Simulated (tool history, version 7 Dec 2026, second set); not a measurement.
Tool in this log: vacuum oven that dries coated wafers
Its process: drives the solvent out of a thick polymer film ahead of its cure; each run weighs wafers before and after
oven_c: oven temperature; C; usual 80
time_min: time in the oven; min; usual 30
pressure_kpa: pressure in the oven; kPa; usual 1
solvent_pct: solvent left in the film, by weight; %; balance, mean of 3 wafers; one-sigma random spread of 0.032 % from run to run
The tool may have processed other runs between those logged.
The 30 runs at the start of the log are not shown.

Run 31, hour 985.2: usual settings but oven_c 84 C, time_min 17 min, pressure_kpa 0.51 kPa. Result: solvent_pct 2.17 %.
Run 32, hour 1011.6: usual settings but time_min 37 min, pressure_kpa 0.51 kPa. Result: solvent_pct 0.98 %.
Run 33, hour 1032.9: usual settings but oven_c 69 C, pressure_kpa 1.19 kPa. Result: solvent_pct 3.93 %.
Run 34, hour 1065.8: usual settings but oven_c 93 C. Result: solvent_pct 0.62 %.
Run 35, hour 1091.8: usual settings but oven_c 93 C. Result: solvent_pct 0.63 %.
Run 36, hour 1127.2: usual settings but pressure_kpa 1.17 kPa. Result: solvent_pct 1.83 %.
Run 37, hour 1169: usual settings but oven_c 77 C, pressure_kpa 1.19 kPa. Result: solvent_pct 2.29 %.
Run 38, hour 1215.2: usual settings but oven_c 77 C, pressure_kpa 1.19 kPa. Result: solvent_pct 2.32 %.
Run 39, hour 1250.4: usual settings but oven_c 92 C, time_min 24 min, pressure_kpa 1.2 kPa. Result: solvent_pct 0.94 %.
Run 40, hour 1272.3: usual settings but oven_c 69 C, pressure_kpa 0.79 kPa. Result: solvent_pct 3.6 %.
Run 41, hour 1309.9: usual settings but oven_c 69 C, pressure_kpa 0.79 kPa. Result: solvent_pct 3.56 %.
Run 42, hour 1348.3: usual settings but oven_c 81 C. Result: solvent_pct 1.46 %.
Run 43, hour 1381.7: usual settings but oven_c 71 C. Result: solvent_pct 3.28 %.

Consider 4 possible next runs. They are alternatives, not a sequence: every one starts from the tool as it was left by run 43. What does each give?
Run A, hour 1403.5: usual settings but time_min 16 min, pressure_kpa 1.24 kPa. Result: solvent_pct ?.
Run B, hour 1403.5: usual settings but oven_c 89 C, time_min 23 min, pressure_kpa 1.95 kPa. Result: solvent_pct ?.
Run C, hour 1403.5: usual settings but oven_c 82 C, time_min 45 min, pressure_kpa 1.8 kPa. Result: solvent_pct ?.
Run D, hour 1403.5: usual settings but oven_c 71 C, time_min 37 min, pressure_kpa 2.03 kPa. Result: solvent_pct ?.

run  solvent_pct
  A         3.81
  B         1.61
  C          1.6
  D         3.79
The same runs, with their run-to-run variation unchanged, on a tool lacking any hidden condition would have given:
run  solvent_pct
  A          3.4
  B         1.37
  C         1.34
  D         3.29

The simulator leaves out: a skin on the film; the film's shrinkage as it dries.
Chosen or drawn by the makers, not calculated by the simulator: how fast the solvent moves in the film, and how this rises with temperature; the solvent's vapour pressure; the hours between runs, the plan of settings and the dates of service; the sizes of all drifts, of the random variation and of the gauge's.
